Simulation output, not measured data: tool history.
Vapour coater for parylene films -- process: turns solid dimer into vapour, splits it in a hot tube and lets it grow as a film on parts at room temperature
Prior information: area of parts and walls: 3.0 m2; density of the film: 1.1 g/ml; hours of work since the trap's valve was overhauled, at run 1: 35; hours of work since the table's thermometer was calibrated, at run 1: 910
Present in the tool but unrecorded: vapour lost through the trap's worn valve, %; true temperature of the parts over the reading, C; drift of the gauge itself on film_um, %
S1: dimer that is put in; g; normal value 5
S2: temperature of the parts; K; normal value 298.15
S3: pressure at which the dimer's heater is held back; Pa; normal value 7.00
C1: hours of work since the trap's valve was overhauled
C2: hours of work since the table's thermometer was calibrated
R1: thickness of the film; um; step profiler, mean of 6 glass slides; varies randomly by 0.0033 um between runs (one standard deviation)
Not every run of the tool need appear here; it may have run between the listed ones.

| run | hour | S1 | S2 | S3 | C1 | C2 | R1 |
|---|---|---|---|---|---|---|---|
| 1 | 0.0 | 5 | 298.15 | 7.00 | 35 | 910 | 0.629 |
| 2 | 28.9 | 5 | 298.15 | 7.00 | 60 | 935 | 0.625 |
| 3 | 53.1 | 5 | 298.15 | 7.00 | 80 | 955 | 0.628 |
| 4 | 78.4 | 2 | 298.15 | 7.00 | 102 | 977 | 0.248 |
| 5 | 118.0 | 5 | 299.15 | 7.00 | 135 | 1010 | 0.582 |
| 6 | 138.9 | 5 | 299.15 | 7.00 | 153 | 1028 | 0.589 |
| 7 | 185.0 | 5 | 298.15 | 5.23 | 192 | 1067 | 0.639 |
| 8 | 224.6 | 5 | 298.15 | 5.23 | 226 | 1101 | 0.636 |
| 9 | 251.1 | 5 | 298.15 | 5.23 | 248 | 1124 | 0.627 |
| 10 | 274.3 | 5 | 298.15 | 10.18 | 268 | 1143 | 0.556 |
| 11 | 316.8 | 5 | 298.15 | 10.18 | 304 | 1179 | 0.551 |
| 12 | 346.6 | 5 | 298.15 | 10.18 | 330 | 1205 | 0.549 |
| 13 | 366.0 | 5 | 298.15 | 10.18 | 346 | 1221 | 0.553 |
| 14 | 406.7 | 5 | 298.15 | 7.00 | 381 | 1256 | 0.583 |
|  | 443.9 | trap's valve overhauled |
| 15 | 443.9 | 2 | 303.15 | 8.36 | 0 | 1284 | 0.190 |
| 16 | 480.4 | 5 | 298.15 | 5.50 | 31 | 1315 | 0.651 |
| 17 | 501.1 | 4 | 310.15 | 9.40 | 49 | 1333 | 0.262 |
| 18 | 546.9 | 4 | 310.15 | 9.40 | 87 | 1372 | 0.267 |
| 19 | 585.7 | 4 | 294.15 | 10.46 | 120 | 1405 | 0.551 |
| 20 | 627.1 | 4 | 296.15 | 5.35 | 156 | 1440 | 0.566 |
| 21 | 655.4 | 5 | 295.15 | 7.00 | 180 | 1464 | 0.705 |
| 22 | 678.0 | 5 | 298.15 | 10.34 | 199 | 1483 | 0.561 |
| 23 | 702.6 | 3 | 298.15 | 10.34 | 220 | 1504 | 0.335 |
| 24 | 740.5 | 5 | 301.15 | 7.00 | 252 | 1536 | 0.517 |
| 25 | 772.5 | 5 | 292.15 | 11.49 | 279 | 1563 | 0.718 |
| 26 | 809.9 | 5 | 292.15 | 11.49 | 311 | 1595 | 0.708 |
| 27 | 849.4 | 3 | 301.15 | 6.72 | 345 | 1629 | 0.304 |

Below are 4 alternative next runs, each starting from the tool's condition after run 27. Predict each:
|  | 893.0 | table's thermometer calibrated |
| A | 894.8 | 3 | 291.15 | 6.72 | 382 | 2 | ? |
|  | 893.0 | table's thermometer calibrated |
| B | 894.8 | 5 | 299.15 | 2.51 | 382 | 2 | ? |
|  | 893.0 | table's thermometer calibrated |
| C | 894.8 | 6 | 310.15 | 3.55 | 382 | 2 | ? |
|  | 893.0 | table's thermometer calibrated |
| D | 894.8 | 3 | 301.15 | 7.82 | 382 | 2 | ? |

| run | R1 |
|---|---|
| A | 0.501 |
| B | 0.690 |
| C | 0.461 |
| D | 0.304 |
With the hidden condition removed and each run's random variation left untouched, the same runs would have given:
| run | R1 |
|---|---|
| A | 0.544 |
| B | 0.749 |
| C | 0.500 |
| D | 0.330 |
